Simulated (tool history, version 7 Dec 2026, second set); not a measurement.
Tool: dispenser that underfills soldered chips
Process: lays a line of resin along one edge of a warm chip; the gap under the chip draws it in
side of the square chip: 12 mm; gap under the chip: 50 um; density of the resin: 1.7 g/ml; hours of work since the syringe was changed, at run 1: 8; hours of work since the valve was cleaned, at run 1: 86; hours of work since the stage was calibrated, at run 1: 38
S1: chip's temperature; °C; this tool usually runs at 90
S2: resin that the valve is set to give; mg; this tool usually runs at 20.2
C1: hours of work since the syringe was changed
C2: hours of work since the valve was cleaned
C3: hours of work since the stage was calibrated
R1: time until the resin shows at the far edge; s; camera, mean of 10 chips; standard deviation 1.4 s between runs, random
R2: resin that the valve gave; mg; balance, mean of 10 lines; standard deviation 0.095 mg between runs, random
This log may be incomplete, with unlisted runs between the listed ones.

| run | hour | S1 | S2 | C1 | C2 | C3 | R1 | R2 |
|---|---|---|---|---|---|---|---|---|
| 1 | 0.0 | 90 | 20.2 | 8 | 86 | 38 | 248.8 | 18.58 |
|  | 2.8 | new syringe of resin |
| 2 | 5.3 | 90 | 20.2 | 2 | 89 | 41 | 156.0 | 18.54 |
| 3 | 10.4 | 90 | 20.2 | 5 | 92 | 44 | 197.2 | 18.40 |
| 4 | 16.1 | 90 | 20.2 | 8 | 95 | 48 | 256.1 | 18.19 |
|  | 18.7 | new syringe of resin |
| 5 | 20.3 | 90 | 20.2 | 1 | 98 | 50 | 149.5 | 18.13 |
| 6 | 24.1 | 90 | 20.2 | 3 | 100 | 52 | 180.7 | 18.19 |
| 7 | 27.3 | 84 | 25.7 | 5 | 102 | 54 | 251.2 | 23.00 |
| 8 | 33.4 | 104 | 17.7 | 9 | 106 | 58 | 179.7 | 15.83 |
|  | 34.7 | new syringe of resin |
| 9 | 38.7 | 104 | 17.7 | 2 | 109 | 61 | 110.7 | 15.69 |
| 10 | 42.3 | 97 | 19.8 | 5 | 111 | 64 | 155.3 | 17.72 |
| 11 | 47.0 | 82 | 20.2 | 8 | 114 | 66 | 322.5 | 17.92 |

For each entry between runs, how does the tool's hidden state at the last listed run before it compare with that at the first listed run after it?
Runs 1 to 2: new syringe of resin (hour 2.8)
  resin's viscosity, % of fresh resin's: 179.4 -> 112.1; dose that the valve gives, % of what is set: 91.4 -> 91.13
  difference, measured minus the result without the unlogged condition, R1: +110.6 -> +17.2 s; R2: -1.74 -> -1.79 mg
Runs 4 to 5: new syringe of resin (hour 18.7)
  resin's viscosity, % of fresh resin's: 182.4 -> 107.7; dose that the valve gives, % of what is set: 90.55 -> 90.31; true chip temperature over the reading, C: 0.3 -> 0.31
  difference, measured minus the result without the unlogged condition, R1: +116.0 -> +11.0 s; R2: -1.90 -> -1.96 mg
Runs 8 to 9: new syringe of resin (hour 34.7)
  resin's viscosity, % of fresh resin's: 194.9 -> 119.8; dose that the valve gives, % of what is set: 89.53 -> 89.25; true chip temperature over the reading, C: 0.33 -> 0.34
  difference, measured minus the result without the unlogged condition, R1: +89.1 -> +19.9 s; R2: -1.86 -> -1.90 mg
